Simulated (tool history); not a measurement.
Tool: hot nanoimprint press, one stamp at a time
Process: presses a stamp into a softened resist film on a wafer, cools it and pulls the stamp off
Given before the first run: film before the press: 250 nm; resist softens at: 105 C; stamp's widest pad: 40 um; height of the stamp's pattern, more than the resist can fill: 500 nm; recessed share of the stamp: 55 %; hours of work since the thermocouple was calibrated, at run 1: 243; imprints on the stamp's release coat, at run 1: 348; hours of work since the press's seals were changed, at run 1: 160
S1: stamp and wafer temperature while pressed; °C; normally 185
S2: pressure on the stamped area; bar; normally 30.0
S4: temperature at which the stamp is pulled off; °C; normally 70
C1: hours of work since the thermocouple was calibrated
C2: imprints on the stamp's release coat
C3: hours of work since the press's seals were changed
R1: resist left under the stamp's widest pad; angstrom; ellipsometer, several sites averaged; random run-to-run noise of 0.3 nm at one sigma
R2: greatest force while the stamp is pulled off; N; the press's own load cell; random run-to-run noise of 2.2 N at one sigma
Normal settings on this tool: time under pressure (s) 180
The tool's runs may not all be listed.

{"run": 1, "day": 0.0, "S1": 185, "S2": 30.0, "time under pressure (s)": 180, "S4": 70, "C1": 243, "C2": 348, "C3": 160, "R1": 1289, "R2": 163}
{"run": 2, "day": 0.458, "S1": 185, "S2": 30.0, "time under pressure (s)": 180, "S4": 65, "C1": 249, "C2": 382, "C3": 166, "R1": 1290, "R2": 184}
{"run": 3, "day": 1.121, "S1": 185, "S2": 30.0, "time under pressure (s)": 180, "S4": 65, "C1": 257, "C2": 431, "C3": 174, "R1": 1280, "R2": 178}
{"run": 4, "day": 1.808, "S1": 185, "S2": 30.0, "time under pressure (s)": 180, "S4": 65, "C1": 266, "C2": 482, "C3": 183, "R1": 1280, "R2": 188}
{"run": 5, "day": 2.15, "S1": 185, "S2": 30.0, "time under pressure (s)": 180, "S4": 70, "C1": 271, "C2": 507, "C3": 188, "R1": 1282, "R2": 169}
{"run": 6, "day": 2.492, "S1": 185, "S2": 30.0, "time under pressure (s)": 180, "S4": 70, "C1": 275, "C2": 532, "C3": 192, "R1": 1286, "R2": 169}
{"run": 7, "day": 2.942, "S1": 182, "S2": 30.0, "time under pressure (s)": 180, "S4": 70, "C1": 281, "C2": 566, "C3": 198, "R1": 1422, "R2": 164}
{"run": 8, "day": 3.5, "S1": 182, "S2": 30.0, "time under pressure (s)": 180, "S4": 70, "C1": 288, "C2": 607, "C3": 205, "R1": 1428, "R2": 169}
{"run": 9, "day": 3.95, "S1": 182, "S2": 30.0, "time under pressure (s)": 180, "S4": 70, "C1": 294, "C2": 640, "C3": 211, "R1": 1428, "R2": 167}
{"run": 10, "day": 4.304, "S1": 182, "S2": 30.0, "time under pressure (s)": 180, "S4": 70, "C1": 298, "C2": 667, "C3": 215, "R1": 1429, "R2": 168}
{"run": 11, "day": 4.983, "S1": 182, "S2": 37.0, "time under pressure (s)": 180, "S4": 70, "C1": 307, "C2": 717, "C3": 224, "R1": 1316, "R2": 170}
{"run": 12, "day": 5.629, "S1": 185, "S2": 30.0, "time under pressure (s)": 180, "S4": 70, "C1": 316, "C2": 765, "C3": 232, "R1": 1287, "R2": 170}
{"run": 13, "day": 6.05, "S1": 185, "S2": 36.6, "time under pressure (s)": 180, "S4": 70, "C1": 321, "C2": 796, "C3": 238, "R1": 1180, "R2": 168}
{"run": 14, "day": 6.467, "S1": 185, "S2": 30.0, "time under pressure (s)": 180, "S4": 70, "C1": 326, "C2": 827, "C3": 243, "R1": 1284, "R2": 168}
{"run": 15, "day": 7.1, "S1": 173, "S2": 30.0, "time under pressure (s)": 180, "S4": 70, "C1": 335, "C2": 874, "C3": 251, "R1": 1868, "R2": 165}
{"run": 16, "day": 7.771, "S1": 189, "S2": 39.3, "time under pressure (s)": 180, "S4": 70, "C1": 343, "C2": 924, "C3": 260, "R1": 989, "R2": 169}
{"day": 8.512, "done": "stamp cleaned and given a new release coat"}
{"run": 17, "day": 8.642, "S1": 191, "S2": 30.0, "time under pressure (s)": 118, "S4": 70, "C1": 351, "C2": 10, "C3": 268, "R1": 1207, "R2": 167}
{"run": 18, "day": 9.029, "S1": 185, "S2": 27.0, "time under pressure (s)": 180, "S4": 60, "C1": 356, "C2": 38, "C3": 273, "R1": 1335, "R2": 200}
{"run": 19, "day": 9.446, "S1": 193, "S2": 25.0, "time under pressure (s)": 112, "S4": 70, "C1": 362, "C2": 69, "C3": 279, "R1": 1249, "R2": 163}
{"run": 20, "day": 10.1, "S1": 184, "S2": 25.0, "time under pressure (s)": 112, "S4": 64, "C1": 370, "C2": 118, "C3": 287, "R1": 1647, "R2": 185}
{"run": 21, "day": 10.767, "S1": 184, "S2": 25.0, "time under pressure (s)": 112, "S4": 64, "C1": 379, "C2": 167, "C3": 296, "R1": 1645, "R2": 188}
{"run": 22, "day": 11.138, "S1": 185, "S2": 30.0, "time under pressure (s)": 180, "S4": 70, "C1": 383, "C2": 194, "C3": 300, "R1": 1281, "R2": 166}
{"run": 23, "day": 11.712, "S1": 188, "S2": 30.0, "time under pressure (s)": 180, "S4": 67, "C1": 391, "C2": 237, "C3": 308, "R1": 1151, "R2": 177}
{"run": 24, "day": 12.342, "S1": 197, "S2": 23.6, "time under pressure (s)": 303, "S4": 62, "C1": 399, "C2": 284, "C3": 316, "R1": 748, "R2": 191}
{"day": 12.742, "done": "plate thermocouple calibrated"}
{"run": 25, "day": 12.904, "S1": 185, "S2": 30.0, "time under pressure (s)": 180, "S4": 73, "C1": 2, "C2": 316, "C3": 322, "R1": 1292, "R2": 161}
{"run": 26, "day": 13.196, "S1": 182, "S2": 30.0, "time under pressure (s)": 165, "S4": 77, "C1": 6, "C2": 338, "C3": 325, "R1": 1473, "R2": 140}
{"run": 27, "day": 13.496, "S1": 189, "S2": 30.0, "time under pressure (s)": 107, "S4": 74, "C1": 10, "C2": 360, "C3": 329, "R1": 1344, "R2": 150}

Predict each of these 4 candidate next runs independently; none follows another, all start after run 27:
{"run": "A", "day": 13.775, "S1": 196, "S2": 30.0, "time under pressure (s)": 107, "S4": 74, "C1": 13, "C2": 380, "C3": 333, "R1": "?", "R2": "?"}
{"run": "B", "day": 13.775, "S1": 175, "S2": 18.3, "time under pressure (s)": 107, "S4": 72, "C1": 13, "C2": 380, "C3": 333, "R1": "?", "R2": "?"}
{"run": "C", "day": 13.775, "S1": 192, "S2": 24.7, "time under pressure (s)": 107, "S4": 74, "C1": 13, "C2": 380, "C3": 333, "R1": "?", "R2": "?"}
{"run": "D", "day": 13.775, "S1": 184, "S2": 30.0, "time under pressure (s)": 97, "S4": 64, "C1": 13, "C2": 380, "C3": 333, "R1": "?", "R2": "?"}

run=A R1=1066 R2=154
run=B R1=2155 R2=157
run=C R1=1319 R2=154
run=D R1=1614 R2=190
What these runs would have given with no unlogged condition in the tool:
run=A R1=1067 R2=153
run=B R1=2155 R2=156
run=C R1=1319 R2=154
run=D R1=1614 R2=189

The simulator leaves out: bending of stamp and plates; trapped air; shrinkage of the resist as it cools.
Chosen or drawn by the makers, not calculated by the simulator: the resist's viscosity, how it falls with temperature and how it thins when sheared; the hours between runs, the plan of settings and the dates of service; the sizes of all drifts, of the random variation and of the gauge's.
